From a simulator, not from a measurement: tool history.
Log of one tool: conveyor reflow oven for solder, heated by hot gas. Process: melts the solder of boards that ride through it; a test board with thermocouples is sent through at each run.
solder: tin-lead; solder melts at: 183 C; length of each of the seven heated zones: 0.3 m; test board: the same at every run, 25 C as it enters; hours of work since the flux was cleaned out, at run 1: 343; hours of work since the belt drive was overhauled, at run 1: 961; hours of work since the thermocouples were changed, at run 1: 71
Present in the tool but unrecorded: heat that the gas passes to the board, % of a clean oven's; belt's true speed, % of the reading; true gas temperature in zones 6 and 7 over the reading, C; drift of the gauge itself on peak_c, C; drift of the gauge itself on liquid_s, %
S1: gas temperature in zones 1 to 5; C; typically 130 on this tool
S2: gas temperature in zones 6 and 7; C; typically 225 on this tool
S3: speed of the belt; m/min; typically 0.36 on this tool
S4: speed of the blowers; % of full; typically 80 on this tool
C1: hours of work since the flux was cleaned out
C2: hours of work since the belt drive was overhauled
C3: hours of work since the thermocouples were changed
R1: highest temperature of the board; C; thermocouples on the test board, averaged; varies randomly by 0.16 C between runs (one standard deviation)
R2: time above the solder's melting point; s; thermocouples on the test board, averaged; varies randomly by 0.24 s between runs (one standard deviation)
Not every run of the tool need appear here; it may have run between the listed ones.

run	hour	S1	S2	S3	S4	C1	C2	C3	R1	R2
1	0	130	225	0.36	80	343	961	71	210.8	67.2
# hour 34.7: flux residue cleaned out of gas plates and filters
# hour 46.6: belt drive overhauled, speed set with a stopwatch
2	88.8	130	225	0.36	80	40	33	134	207.2	58.8
3	148.4	141	225	0.36	80	87	81	182	209.1	66.9
4	222.7	130	225	0.36	80	146	139	240	206.1	57.7
# hour 246.2: flux residue cleaned out of gas plates and filters, once more
5	320.4	130	225	0.36	80	59	213	314	213.1	68.8
6	395.2	130	225	0.36	80	118	272	373	212.5	68.9
7	464.4	130	217	0.36	80	173	326	428	205.2	59.2
8	559.2	130	225	0.36	80	248	401	503	211.7	67.7
9	646.1	130	225	0.406	80	316	470	571	207.4	53.8
10	689.8	133	223	0.348	54	351	505	606	205.3	59.8
# hour 709.4: flux residue cleaned out of gas plates and filters
11	784.1	133	213	0.348	54	59	575	677	199.3	50.2
12	863	117	227	0.348	89	121	638	739	216.1	71.9
13	907.6	122	232	0.36	86	157	673	774	219.6	73.8
14	996.9	130	215	0.36	80	227	744	845	203.6	58.1
15	1053.9	143	225	0.36	51	272	789	890	208.3	67.3
# hour 1086.4: thermocouples of zones 6 and 7 changed
16	1099	116	217	0.396	64	307	823	10	194.4	29.6
# hour 1179.1: flux residue cleaned out of gas plates and filters
17	1201	130	225	0.372	51	17	900	87	205.5	55.8
18	1250.8	130	225	0.38	80	57	939	126	212.1	65.7

Forecast each of these 3 alternatives for the next run:
# hour 1314.9: belt drive overhauled, speed set with a stopwatch
A	1330	130	228	0.357	85	116	12	186	?	?
# hour 1314.9: belt drive overhauled, speed set with a stopwatch
B	1330	122	217	0.36	66	116	12	186	?	?
# hour 1314.9: belt drive overhauled, speed set with a stopwatch
C	1330	127	213	0.36	80	116	12	186	?	?

run	R1	R2
A	216.2	72.6
B	200.9	47.4
C	201.3	51.5
Without the tool's unlogged condition, the same runs would have read:
run	R1	R2
A	216.8	73.9
B	201.5	49.2
C	201.9	53.4

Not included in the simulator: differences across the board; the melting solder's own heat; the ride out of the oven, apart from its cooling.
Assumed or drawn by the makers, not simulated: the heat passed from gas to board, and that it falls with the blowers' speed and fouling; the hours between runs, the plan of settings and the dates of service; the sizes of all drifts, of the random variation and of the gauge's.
